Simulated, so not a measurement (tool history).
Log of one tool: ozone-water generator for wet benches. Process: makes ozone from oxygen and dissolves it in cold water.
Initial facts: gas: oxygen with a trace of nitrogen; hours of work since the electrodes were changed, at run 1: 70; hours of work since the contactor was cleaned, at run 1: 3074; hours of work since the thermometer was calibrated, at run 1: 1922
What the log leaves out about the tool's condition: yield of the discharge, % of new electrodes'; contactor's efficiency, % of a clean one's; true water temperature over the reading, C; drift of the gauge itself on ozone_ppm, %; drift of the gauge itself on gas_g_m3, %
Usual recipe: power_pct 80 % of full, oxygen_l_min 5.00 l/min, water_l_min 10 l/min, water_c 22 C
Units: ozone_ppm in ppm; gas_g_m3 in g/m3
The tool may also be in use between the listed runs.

| run | day | power_pct | oxygen_l_min | water_l_min | water_c | hours of work since the electrodes were changed | hours of work since the contactor was cleaned | hours of work since the thermometer was calibrated | ozone_ppm | gas_g_m3 |
|---|---|---|---|---|---|---|---|---|---|---|
| 1 | 0.000 | 80 | 5.00 | 10 | 22 | 70 | 3074 | 1922 | 46.6 | 309.0 |
| 2 | 1.129 | 80 | 5.00 | 10 | 22 | 93 | 3096 | 1944 | 46.3 | 307.4 |
| 3 | 2.229 | 80 | 2.89 | 10 | 22 | 115 | 3118 | 1966 | 43.9 | 367.3 |
| 4 | 2.958 | 80 | 4.12 | 10 | 22 | 129 | 3133 | 1981 | 45.3 | 331.2 |
| 5 | 3.950 | 80 | 4.12 | 10 | 22 | 149 | 3153 | 2000 | 45.8 | 330.5 |
| 6 | 4.517 | 80 | 4.12 | 10 | 22 | 160 | 3164 | 2012 | 45.4 | 330.3 |
| 7 | 5.079 | 80 | 3.50 | 10 | 22 | 172 | 3175 | 2023 | 44.5 | 344.7 |
| 8 | 6.150 | 80 | 3.50 | 10 | 22 | 193 | 3197 | 2044 | 44.7 | 344.5 |
| 9 | 7.392 | 80 | 3.50 | 10 | 22 | 218 | 3221 | 2069 | 44.6 | 348.9 |
| 10 | 8.108 | 80 | 3.50 | 10 | 22 | 232 | 3236 | 2083 | 44.5 | 345.8 |
| 11 | 8.892 | 80 | 3.50 | 10 | 22 | 248 | 3251 | 2099 | 44.9 | 346.7 |
| 12 | 9.712 | 80 | 7.30 | 10 | 22 | 264 | 3268 | 2115 | 46.3 | 275.4 |
| 13 | 10.538 | 80 | 3.48 | 10 | 22 | 281 | 3284 | 2132 | 44.4 | 346.6 |
| 14 | 11.100 | 80 | 3.48 | 10 | 22 | 292 | 3295 | 2143 | 44.7 | 347.1 |
| 15 | 12.004 | 80 | 3.48 | 10 | 22 | 310 | 3314 | 2161 | 44.8 | 347.7 |
| 16 | 12.667 | 68 | 4.78 | 6 | 18 | 323 | 3327 | 2174 | 57.4 | 270.9 |
| 17 | 13.367 | 68 | 4.78 | 6 | 18 | 337 | 3341 | 2188 | 57.6 | 271.7 |
| 18 | 13.967 | 80 | 5.00 | 9 | 22 | 349 | 3353 | 2200 | 49.5 | 308.5 |
| 19 | 15.092 | 80 | 5.00 | 10 | 25 | 371 | 3375 | 2223 | 43.5 | 311.1 |
| 20 | 15.883 | 80 | 5.00 | 10 | 25 | 387 | 3391 | 2239 | 43.6 | 306.9 |
| 21 | 16.846 | 80 | 5.00 | 10 | 25 | 406 | 3410 | 2258 | 43.2 | 311.5 |
| 22 | 17.967 | 80 | 5.00 | 8 | 16 | 429 | 3433 | 2280 | 59.7 | 306.0 |
| 23 | 18.558 | 80 | 6.09 | 16 | 17 | 441 | 3444 | 2292 | 36.8 | 289.4 |
| 24 | 19.150 | 80 | 6.09 | 16 | 17 | 452 | 3456 | 2304 | 37.2 | 291.2 |
| 25 | 19.942 | 80 | 5.00 | 11 | 19 | 468 | 3472 | 2320 | 46.3 | 311.2 |
| 26 | 21.196 | 80 | 5.00 | 11 | 19 | 493 | 3497 | 2345 | 46.0 | 311.0 |
| 27 | 21.988 | 80 | 5.00 | 11 | 19 | 509 | 3513 | 2360 | 45.7 | 308.3 |
| 28 | 23.088 | 95 | 3.27 | 10 | 22 | 531 | 3535 | 2382 | 51.8 | 408.7 |

Consider 3 possible next runs. They are alternatives, not a sequence: every one starts from the tool as it was left by run 28. What does each give?
| A | 24.196 | 51 | 3.27 | 9 | 15 | 553 | 3557 | 2404 | ? | ? |
| B | 24.196 | 80 | 5.00 | 7 | 22 | 553 | 3557 | 2404 | ? | ? |
| C | 24.196 | 80 | 5.00 | 10 | 18 | 553 | 3557 | 2404 | ? | ? |

| run | ozone_ppm | gas_g_m3 |
|---|---|---|
| A | 36.3 | 237.6 |
| B | 56.3 | 307.6 |
| C | 50.0 | 309.6 |
What these runs would have given with no unlogged condition in the tool:
| run | ozone_ppm | gas_g_m3 |
|---|---|---|
| A | 36.3 | 237.6 |
| B | 56.3 | 307.6 |
| C | 50.1 | 309.6 |
